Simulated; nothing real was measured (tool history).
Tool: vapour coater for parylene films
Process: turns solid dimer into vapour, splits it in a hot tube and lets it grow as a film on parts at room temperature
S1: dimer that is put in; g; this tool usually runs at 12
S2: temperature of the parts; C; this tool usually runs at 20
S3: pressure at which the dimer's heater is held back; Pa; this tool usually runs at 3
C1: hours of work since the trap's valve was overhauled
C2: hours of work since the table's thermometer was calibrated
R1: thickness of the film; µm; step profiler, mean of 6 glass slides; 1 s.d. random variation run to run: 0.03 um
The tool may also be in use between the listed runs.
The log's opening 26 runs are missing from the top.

run    hour  S1  S2     S3   C1    C2     R1
 27   799.4   6  12      3  553  1069   4.44
 28   836.5   6  12      3  576  1092   4.44
      847.9  -- trap's valve overhauled
 29   873.6   6  12      3   16  1113   4.43
 30   919.6  11  29   4.64   45  1141      4
 31   962.7  15  29   4.64   72  1168   5.47
 32  1005.4  15  29   4.64   98  1195   5.46
 33  1029.3  11  17  10.23  113  1210   5.93
 34  1050.5  11  17  10.23  126  1223   5.95
 35  1088.4  11  17  10.23  150  1247   6.02
 36  1117.3  11  17  10.23  168  1265   5.92
 37  1139.8  17  21   5.47  182  1279   8.52
 38    1170  10  29   5.47  201  1297    3.5
 39  1193.2  20  12   6.01  215  1312  14.81
 40    1213  20  12   10.7  228  1324   13.5
 41  1251.1  13  22  10.85  251  1348   5.61
 42  1273.1  12  15   4.29  265  1362   8.27
 43  1316.2  16  20  10.06  292  1389   7.65
 44  1339.5   6  22   3.09  307  1403   3.16
 45    1372   6  15   2.76  327  1423   4.39
 46  1415.7   6  16    2.1  354  1451   4.37

Alternative continuations, all from the tool just after run 46; predict every row:
  A  1436.4   6  13  2.1  367  1464   ?
  B  1436.4   6  12  2.1  367  1464   ?
  C  1436.4  21  20    3  367  1464   ?

run     R1
  A   4.47
  B   4.45
  C  12.04
With no hidden state in the tool, these same runs would have given:
run     R1
  A   4.48
  B   4.45
  C  12.07
